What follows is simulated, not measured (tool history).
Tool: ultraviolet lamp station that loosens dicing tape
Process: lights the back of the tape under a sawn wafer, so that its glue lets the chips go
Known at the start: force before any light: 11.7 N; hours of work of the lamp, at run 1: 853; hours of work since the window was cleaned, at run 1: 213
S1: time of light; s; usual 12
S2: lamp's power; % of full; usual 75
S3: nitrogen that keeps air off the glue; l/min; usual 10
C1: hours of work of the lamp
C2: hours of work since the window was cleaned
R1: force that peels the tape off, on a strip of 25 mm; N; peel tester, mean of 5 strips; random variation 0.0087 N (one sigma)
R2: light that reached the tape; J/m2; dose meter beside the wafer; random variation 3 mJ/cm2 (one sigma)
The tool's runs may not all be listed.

Run 1, day 0.000: usual settings; C1 853; C2 213. Result: R1 0.892 N, R2 3010 J/m2.
Run 2, day 1.458: usual settings but S1 8 s; C1 868; C2 228. Result: R1 1.978 N, R2 2020 J/m2.
Run 3, day 3.183: usual settings but S1 8 s; C1 886; C2 245. Result: R1 2.146 N, R2 1950 J/m2.
Run 4, day 5.038: usual settings but S1 8 s; C1 905; C2 264. Result: R1 2.133 N, R2 1890 J/m2.
Run 5, day 6.896: usual settings; C1 924; C2 283. Result: R1 1.040 N, R2 2810 J/m2.
Run 6, day 9.179: usual settings; C1 947; C2 306. Result: R1 1.123 N, R2 2710 J/m2.
Run 7, day 10.979: usual settings; C1 965; C2 324. Result: R1 1.139 N, R2 2730 J/m2.
Run 8, day 13.400: usual settings but S3 6 l/min; C1 990; C2 349. Result: R1 1.602 N, R2 2640 J/m2.
At day 13.692: window cleaned of glue's vapour.
Run 9, day 14.512: usual settings but S2 71 % of full; C1 1001; C2 8. Result: R1 0.911 N, R2 3000 J/m2.
Run 10, day 15.783: usual settings but S2 74 % of full; C1 1014; C2 21. Result: R1 0.849 N, R2 3120 J/m2.
Run 11, day 18.146: usual settings but S2 74 % of full; C1 1038; C2 45. Result: R1 0.922 N, R2 3020 J/m2.
Run 12, day 20.442: usual settings but S2 90 % of full; C1 1061; C2 69. Result: R1 0.575 N, R2 3610 J/m2.
Run 13, day 22.708: usual settings; C1 1084; C2 92. Result: R1 0.905 N, R2 2960 J/m2.
Run 14, day 24.829: usual settings; C1 1106; C2 113. Result: R1 0.991 N, R2 2860 J/m2.
Run 15, day 25.942: usual settings but S2 83 % of full; C1 1117; C2 124. Result: R1 0.807 N, R2 3140 J/m2.
Run 16, day 27.462: usual settings but S2 83 % of full; C1 1132; C2 140. Result: R1 0.847 N, R2 3130 J/m2.
Run 17, day 28.658: usual settings but S2 83 % of full; C1 1145; C2 152. Result: R1 0.861 N, R2 3090 J/m2.
Run 18, day 30.812: usual settings but S2 93 % of full, S3 12 l/min; C1 1166; C2 174. Result: R1 0.574 N, R2 3450 J/m2.
Run 19, day 33.133: usual settings but S2 96 % of full; C1 1190; C2 198. Result: R1 0.681 N, R2 3450 J/m2.
Run 20, day 35.300: usual settings but S2 96 % of full; C1 1212; C2 220. Result: R1 0.707 N, R2 3350 J/m2.
Run 21, day 36.346: usual settings but S2 96 % of full; C1 1223; C2 230. Result: R1 0.745 N, R2 3310 J/m2.
Run 22, day 37.571: usual settings but S1 9 s, S3 3 l/min; C1 1235; C2 243. Result: R1 3.728 N, R2 1920 J/m2.
At day 37.733: lamp changed.
Run 23, day 39.079: usual settings but S1 9 s, S3 3 l/min; C1 14; C2 258. Result: R1 2.191 N, R2 2750 J/m2.
Run 24, day 41.333: usual settings but S1 11 s; C1 37; C2 281. Result: R1 0.721 N, R2 3360 J/m2.
Run 25, day 43.342: usual settings but S1 11 s; C1 57; C2 301. Result: R1 0.747 N, R2 3270 J/m2.
Run 26, day 45.788: usual settings but S2 61 % of full, S3 17 l/min; C1 82; C2 326. Result: R1 0.744 N, R2 2900 J/m2.
Run 27, day 46.962: usual settings but S1 23 s, S2 61 % of full, S3 17 l/min; C1 94; C2 338. Result: R1 0.199 N, R2 5440 J/m2.
At day 48.438: window cleaned of glue's vapour.
Run 28, day 49.117: usual settings but S1 10 s, S3 5 l/min; C1 115; C2 7. Result: R1 1.079 N, R2 3410 J/m2.
Run 29, day 51.333: usual settings but S1 21 s, S2 78 % of full, S3 3 l/min; C1 138; C2 29. Result: R1 0.276 N, R2 7400 J/m2.

The next listed run, before its measurement:
Run 30, day 53.233: usual settings but S1 21 s, S2 78 % of full, S3 3 l/min; C1 157; C2 49. Result: R1 ?, R2 ?.

Run 30 gave R1 0.283 N, R2 7210 J/m2.
Without the tool's hidden state the same run would have given R1 0.231 N, R2 7990 J/m2.
